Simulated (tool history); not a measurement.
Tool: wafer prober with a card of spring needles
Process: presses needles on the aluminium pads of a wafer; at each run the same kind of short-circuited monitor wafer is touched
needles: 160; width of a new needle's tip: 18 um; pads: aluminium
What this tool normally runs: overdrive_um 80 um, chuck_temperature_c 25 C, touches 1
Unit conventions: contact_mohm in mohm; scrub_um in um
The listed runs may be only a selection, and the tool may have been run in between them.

run 1 hour=0.0 | overdrive_um=80 chuck_temperature_c=25 touches=1 | contact_mohm=167 scrub_um=19.99
run 2 hour=10.4 | overdrive_um=80 chuck_temperature_c=25 touches=1 | contact_mohm=197 scrub_um=19.99
run 3 hour=21.0 | overdrive_um=91 chuck_temperature_c=25 touches=1 | contact_mohm=197 scrub_um=22.66
run 4 hour=30.5 | overdrive_um=80 chuck_temperature_c=103 touches=1 | contact_mohm=218 scrub_um=19.89
run 5 hour=40.5 | overdrive_um=80 chuck_temperature_c=25 touches=1 | contact_mohm=211 scrub_um=19.87
-- hour=49.7 tips cleaned on abrasive film
run 6 hour=54.7 | overdrive_um=80 chuck_temperature_c=25 touches=1 | contact_mohm=186 scrub_um=19.86
run 7 hour=66.4 | overdrive_um=80 chuck_temperature_c=25 touches=1 | contact_mohm=204 scrub_um=19.83
run 8 hour=76.1 | overdrive_um=80 chuck_temperature_c=25 touches=1 | contact_mohm=207 scrub_um=19.84
run 9 hour=85.2 | overdrive_um=80 chuck_temperature_c=25 touches=2 | contact_mohm=194 scrub_um=19.87
run 10 hour=97.5 | overdrive_um=80 chuck_temperature_c=25 touches=2 | contact_mohm=191 scrub_um=19.89
-- hour=99.9 tips cleaned on abrasive film
run 11 hour=106.6 | overdrive_um=80 chuck_temperature_c=25 touches=2 | contact_mohm=180 scrub_um=19.92
run 12 hour=113.0 | overdrive_um=80 chuck_temperature_c=25 touches=2 | contact_mohm=184 scrub_um=19.79
run 13 hour=127.4 | overdrive_um=80 chuck_temperature_c=30 touches=1 | contact_mohm=208 scrub_um=19.81
run 14 hour=135.6 | overdrive_um=80 chuck_temperature_c=78 touches=1 | contact_mohm=219 scrub_um=19.84
run 15 hour=143.0 | overdrive_um=80 chuck_temperature_c=107 touches=2 | contact_mohm=202 scrub_um=19.95
-- hour=149.5 tips cleaned on abrasive film
run 16 hour=152.1 | overdrive_um=80 chuck_temperature_c=34 touches=2 | contact_mohm=174 scrub_um=19.80
run 17 hour=159.5 | overdrive_um=65 chuck_temperature_c=35 touches=3 | contact_mohm=185 scrub_um=16.14
run 18 hour=168.0 | overdrive_um=80 chuck_temperature_c=25 touches=1 | contact_mohm=201 scrub_um=19.93
run 19 hour=180.6 | overdrive_um=95 chuck_temperature_c=25 touches=1 | contact_mohm=197 scrub_um=23.68
run 20 hour=193.1 | overdrive_um=80 chuck_temperature_c=27 touches=1 | contact_mohm=210 scrub_um=19.84
-- hour=198.9 tips cleaned on abrasive film
run 21 hour=207.9 | overdrive_um=80 chuck_temperature_c=27 touches=1 | contact_mohm=197 scrub_um=19.83
run 22 hour=221.3 | overdrive_um=80 chuck_temperature_c=27 touches=1 | contact_mohm=208 scrub_um=19.80
run 23 hour=236.6 | overdrive_um=91 chuck_temperature_c=34 touches=1 | contact_mohm=202 scrub_um=22.73
-- hour=247.9 tips cleaned on abrasive film
run 24 hour=250.1 | overdrive_um=91 chuck_temperature_c=71 touches=1 | contact_mohm=179 scrub_um=22.59
run 25 hour=265.6 | overdrive_um=91 chuck_temperature_c=36 touches=1 | contact_mohm=200 scrub_um=22.58
run 26 hour=278.3 | overdrive_um=91 chuck_temperature_c=38 touches=2 | contact_mohm=185 scrub_um=22.66
run 27 hour=287.7 | overdrive_um=70 chuck_temperature_c=43 touches=2 | contact_mohm=209 scrub_um=17.36

What if the next run were any one of these 5? Each begins from the tool's condition after run 27:
run A hour=294.8 | overdrive_um=71 chuck_temperature_c=43 touches=2 | contact_mohm=? scrub_um=?
run B hour=294.8 | overdrive_um=80 chuck_temperature_c=47 touches=1 | contact_mohm=? scrub_um=?
run C hour=294.8 | overdrive_um=87 chuck_temperature_c=91 touches=2 | contact_mohm=? scrub_um=?
run D hour=294.8 | overdrive_um=88 chuck_temperature_c=38 touches=1 | contact_mohm=? scrub_um=?
run E hour=294.8 | overdrive_um=76 chuck_temperature_c=59 touches=1 | contact_mohm=? scrub_um=?

run=A contact_mohm=204 scrub_um=17.62
run=B contact_mohm=215 scrub_um=19.89
run=C contact_mohm=198 scrub_um=21.58
run=D contact_mohm=208 scrub_um=21.76
run=E contact_mohm=218 scrub_um=18.80
Without the tool's hidden state the same runs would have given:
run=A contact_mohm=170 scrub_um=17.81
run=B contact_mohm=169 scrub_um=20.07
run=C contact_mohm=176 scrub_um=21.76
run=D contact_mohm=168 scrub_um=21.94
run=E contact_mohm=169 scrub_um=18.98

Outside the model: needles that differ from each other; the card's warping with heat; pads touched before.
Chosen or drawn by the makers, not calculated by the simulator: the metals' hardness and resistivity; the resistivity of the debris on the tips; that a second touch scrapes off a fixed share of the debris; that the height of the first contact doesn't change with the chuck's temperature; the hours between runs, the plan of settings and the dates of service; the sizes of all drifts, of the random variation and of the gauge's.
